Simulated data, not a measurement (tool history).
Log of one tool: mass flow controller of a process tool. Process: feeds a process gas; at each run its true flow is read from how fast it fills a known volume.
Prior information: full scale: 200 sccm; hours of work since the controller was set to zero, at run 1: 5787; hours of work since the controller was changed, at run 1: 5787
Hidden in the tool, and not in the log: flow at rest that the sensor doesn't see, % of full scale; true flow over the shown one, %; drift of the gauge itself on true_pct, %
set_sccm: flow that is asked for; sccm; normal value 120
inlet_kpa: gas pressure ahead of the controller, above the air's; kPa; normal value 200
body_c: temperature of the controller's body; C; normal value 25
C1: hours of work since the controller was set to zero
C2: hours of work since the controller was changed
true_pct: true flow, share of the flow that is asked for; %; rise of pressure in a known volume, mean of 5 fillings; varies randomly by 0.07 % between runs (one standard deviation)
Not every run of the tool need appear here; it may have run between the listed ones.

run 1 hour=0 | set_sccm=120 inlet_kpa=200 body_c=25 | C1=5787 C2=5787 | true_pct=97.73
run 2 hour=154.7 | set_sccm=120 inlet_kpa=200 body_c=25 | C1=5894 C2=5894 | true_pct=97.53
run 3 hour=342.5 | set_sccm=120 inlet_kpa=200 body_c=25 | C1=6024 C2=6024 | true_pct=97.76
run 4 hour=512 | set_sccm=120 inlet_kpa=200 body_c=25 | C1=6142 C2=6142 | true_pct=97.68
run 5 hour=677.1 | set_sccm=120 inlet_kpa=200 body_c=27 | C1=6257 C2=6257 | true_pct=97.57
run 6 hour=797.8 | set_sccm=120 inlet_kpa=155 body_c=25 | C1=6340 C2=6340 | true_pct=97.59
run 7 hour=991.3 | set_sccm=175 inlet_kpa=200 body_c=25 | C1=6475 C2=6475 | true_pct=97.89
-- hour=1077.3 controller's zero set anew
run 8 hour=1114.2 | set_sccm=175 inlet_kpa=200 body_c=25 | C1=26 C2=6559 | true_pct=97.55
run 9 hour=1239.1 | set_sccm=120 inlet_kpa=260 body_c=25 | C1=112 C2=6646 | true_pct=96.89
run 10 hour=1410.4 | set_sccm=120 inlet_kpa=200 body_c=25 | C1=231 C2=6765 | true_pct=96.91
run 11 hour=1505 | set_sccm=120 inlet_kpa=200 body_c=25 | C1=297 C2=6831 | true_pct=97
run 12 hour=1611 | set_sccm=120 inlet_kpa=200 body_c=25 | C1=370 C2=6904 | true_pct=96.84
run 13 hour=1793.1 | set_sccm=120 inlet_kpa=200 body_c=25 | C1=496 C2=7030 | true_pct=96.86
run 14 hour=1964.2 | set_sccm=51 inlet_kpa=200 body_c=25 | C1=615 C2=7149 | true_pct=96.21
run 15 hour=2094.6 | set_sccm=51 inlet_kpa=200 body_c=25 | C1=706 C2=7240 | true_pct=96.33
run 16 hour=2271.6 | set_sccm=51 inlet_kpa=200 body_c=25 | C1=828 C2=7362 | true_pct=96.24
run 17 hour=2458.1 | set_sccm=120 inlet_kpa=200 body_c=25 | C1=958 C2=7492 | true_pct=96.72
run 18 hour=2572.1 | set_sccm=120 inlet_kpa=200 body_c=25 | C1=1037 C2=7571 | true_pct=96.72
run 19 hour=2761.2 | set_sccm=120 inlet_kpa=200 body_c=25 | C1=1168 C2=7702 | true_pct=96.67
run 20 hour=2890.9 | set_sccm=120 inlet_kpa=200 body_c=25 | C1=1258 C2=7792 | true_pct=96.68
run 21 hour=3096.1 | set_sccm=68 inlet_kpa=200 body_c=25 | C1=1400 C2=7934 | true_pct=96.34
run 22 hour=3221.2 | set_sccm=68 inlet_kpa=200 body_c=25 | C1=1487 C2=8021 | true_pct=96.26
run 23 hour=3409.4 | set_sccm=120 inlet_kpa=200 body_c=25 | C1=1618 C2=8151 | true_pct=96.52
run 24 hour=3592.3 | set_sccm=32 inlet_kpa=200 body_c=25 | C1=1745 C2=8278 | true_pct=96.14
run 25 hour=3708.7 | set_sccm=32 inlet_kpa=200 body_c=25 | C1=1825 C2=8359 | true_pct=96.26
run 26 hour=3822.7 | set_sccm=32 inlet_kpa=200 body_c=25 | C1=1904 C2=8438 | true_pct=96.26
run 27 hour=3992.7 | set_sccm=29 inlet_kpa=200 body_c=29 | C1=2022 C2=8556 | true_pct=95.98
run 28 hour=4139.5 | set_sccm=29 inlet_kpa=200 body_c=29 | C1=2124 C2=8658 | true_pct=96.09
run 29 hour=4273.3 | set_sccm=61 inlet_kpa=157 body_c=37 | C1=2217 C2=8751 | true_pct=95.06
run 30 hour=4379.8 | set_sccm=120 inlet_kpa=224 body_c=25 | C1=2291 C2=8825 | true_pct=96.42
run 31 hour=4567.3 | set_sccm=84 inlet_kpa=233 body_c=33 | C1=2421 C2=8955 | true_pct=95.47
run 32 hour=4682.9 | set_sccm=198 inlet_kpa=145 body_c=27 | C1=2501 C2=9035 | true_pct=96.92
run 33 hour=4771.1 | set_sccm=120 inlet_kpa=200 body_c=22 | C1=2562 C2=9096 | true_pct=96.55
run 34 hour=4875.8 | set_sccm=120 inlet_kpa=187 body_c=32 | C1=2635 C2=9169 | true_pct=95.75
run 35 hour=4974.7 | set_sccm=29 inlet_kpa=227 body_c=32 | C1=2703 C2=9237 | true_pct=95.71
run 36 hour=5108.7 | set_sccm=29 inlet_kpa=227 body_c=32 | C1=2796 C2=9330 | true_pct=95.7
run 37 hour=5243.8 | set_sccm=27 inlet_kpa=227 body_c=32 | C1=2890 C2=9424 | true_pct=95.76
run 38 hour=5347.6 | set_sccm=27 inlet_kpa=227 body_c=32 | C1=2962 C2=9496 | true_pct=95.71
run 39 hour=5490 | set_sccm=29 inlet_kpa=153 body_c=26 | C1=3061 C2=9595 | true_pct=96.34
run 40 hour=5578.9 | set_sccm=47 inlet_kpa=147 body_c=36 | C1=3123 C2=9656 | true_pct=95.2
run 41 hour=5688.1 | set_sccm=114 inlet_kpa=156 body_c=36 | C1=3198 C2=9732 | true_pct=95.23
run 42 hour=5845 | set_sccm=137 inlet_kpa=228 body_c=35 | C1=3307 C2=9841 | true_pct=95.28
run 43 hour=5935.7 | set_sccm=46 inlet_kpa=200 body_c=25 | C1=3370 C2=9904 | true_pct=96.08
run 44 hour=6073.6 | set_sccm=46 inlet_kpa=200 body_c=25 | C1=3466 C2=10000 | true_pct=95.91
run 45 hour=6164.9 | set_sccm=46 inlet_kpa=200 body_c=25 | C1=3529 C2=10063 | true_pct=95.96
run 46 hour=6345.5 | set_sccm=24 inlet_kpa=157 body_c=32 | C1=3654 C2=10188 | true_pct=96.2
run 47 hour=6463.8 | set_sccm=24 inlet_kpa=157 body_c=32 | C1=3736 C2=10270 | true_pct=96.12
run 48 hour=6597.1 | set_sccm=24 inlet_kpa=157 body_c=32 | C1=3829 C2=10363 | true_pct=96.14

Hidden state at the last listed run before each entry between runs and at the first one after, where it differs:
Between runs 7 and 8: controller's zero set anew (hour 1077.3)
  flow at rest that the sensor doesn't see, % of full scale: 0.389 -> 0.019; true flow over the shown one, %: -2.3 -> -2.33
  measured result minus the result with no hidden state, true_pct: -1.86 -> -2.31 %
